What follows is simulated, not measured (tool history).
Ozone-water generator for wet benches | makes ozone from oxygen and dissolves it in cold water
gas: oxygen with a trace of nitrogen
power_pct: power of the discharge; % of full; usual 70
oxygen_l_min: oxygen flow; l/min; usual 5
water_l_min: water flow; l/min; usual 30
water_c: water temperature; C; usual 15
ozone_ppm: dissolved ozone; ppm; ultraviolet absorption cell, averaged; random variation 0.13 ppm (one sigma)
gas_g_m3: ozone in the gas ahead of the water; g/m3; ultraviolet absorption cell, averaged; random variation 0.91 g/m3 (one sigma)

{"run": 1, "day": 0.0, "power_pct": 70, "oxygen_l_min": 5, "water_l_min": 30, "water_c": 15, "ozone_ppm": 13.6, "gas_g_m3": 146.3}
{"run": 2, "day": 4.871, "power_pct": 70, "oxygen_l_min": 5, "water_l_min": 30, "water_c": 15, "ozone_ppm": 13.2, "gas_g_m3": 147.5}
{"run": 3, "day": 9.65, "power_pct": 70, "oxygen_l_min": 5, "water_l_min": 27, "water_c": 15, "ozone_ppm": 14.8, "gas_g_m3": 147.8}
{"run": 4, "day": 13.858, "power_pct": 70, "oxygen_l_min": 5, "water_l_min": 27, "water_c": 15, "ozone_ppm": 14.6, "gas_g_m3": 149.7}
{"day": 14.258, "done": "water thermometer calibrated"}
{"run": 5, "day": 18.375, "power_pct": 70, "oxygen_l_min": 5, "water_l_min": 30, "water_c": 15, "ozone_ppm": 13.3, "gas_g_m3": 146.3}
{"run": 6, "day": 23.242, "power_pct": 45, "oxygen_l_min": 7.2, "water_l_min": 20, "water_c": 10, "ozone_ppm": 17.9, "gas_g_m3": 105.8}
{"run": 7, "day": 26.442, "power_pct": 70, "oxygen_l_min": 5, "water_l_min": 44, "water_c": 15, "ozone_ppm": 9, "gas_g_m3": 147.5}
{"run": 8, "day": 30.946, "power_pct": 97, "oxygen_l_min": 3.45, "water_l_min": 26, "water_c": 13, "ozone_ppm": 15.7, "gas_g_m3": 194.3}
{"run": 9, "day": 34.683, "power_pct": 97, "oxygen_l_min": 3.45, "water_l_min": 26, "water_c": 13, "ozone_ppm": 15.9, "gas_g_m3": 190.9}
{"run": 10, "day": 39.954, "power_pct": 82, "oxygen_l_min": 2.7, "water_l_min": 31, "water_c": 13, "ozone_ppm": 10.7, "gas_g_m3": 191.8}

Forecast each of these 5 alternatives for the next run:
{"run": "A", "day": 44.767, "power_pct": 51, "oxygen_l_min": 3.17, "water_l_min": 34, "water_c": 13, "ozone_ppm": "?", "gas_g_m3": "?"}
{"run": "B", "day": 44.767, "power_pct": 82, "oxygen_l_min": 2.7, "water_l_min": 35, "water_c": 13, "ozone_ppm": "?", "gas_g_m3": "?"}
{"run": "C", "day": 44.767, "power_pct": 70, "oxygen_l_min": 2.89, "water_l_min": 31, "water_c": 10, "ozone_ppm": "?", "gas_g_m3": "?"}
{"run": "D", "day": 44.767, "power_pct": 88, "oxygen_l_min": 4.47, "water_l_min": 31, "water_c": 13, "ozone_ppm": "?", "gas_g_m3": "?"}
{"run": "E", "day": 44.767, "power_pct": 82, "oxygen_l_min": 2.7, "water_l_min": 21, "water_c": 10, "ozone_ppm": "?", "gas_g_m3": "?"}

run=A ozone_ppm=8.3 gas_g_m3=145
run=B ozone_ppm=9.3 gas_g_m3=190.4
run=C ozone_ppm=10.5 gas_g_m3=174
run=D ozone_ppm=13.9 gas_g_m3=170.8
run=E ozone_ppm=16.7 gas_g_m3=192.8
Without the tool's hidden state the same runs would have given:
run=A ozone_ppm=9 gas_g_m3=150
run=B ozone_ppm=10.2 gas_g_m3=199
run=C ozone_ppm=11.3 gas_g_m3=181.3
run=D ozone_ppm=15.2 gas_g_m3=178.7
run=E ozone_ppm=17.9 gas_g_m3=201.4

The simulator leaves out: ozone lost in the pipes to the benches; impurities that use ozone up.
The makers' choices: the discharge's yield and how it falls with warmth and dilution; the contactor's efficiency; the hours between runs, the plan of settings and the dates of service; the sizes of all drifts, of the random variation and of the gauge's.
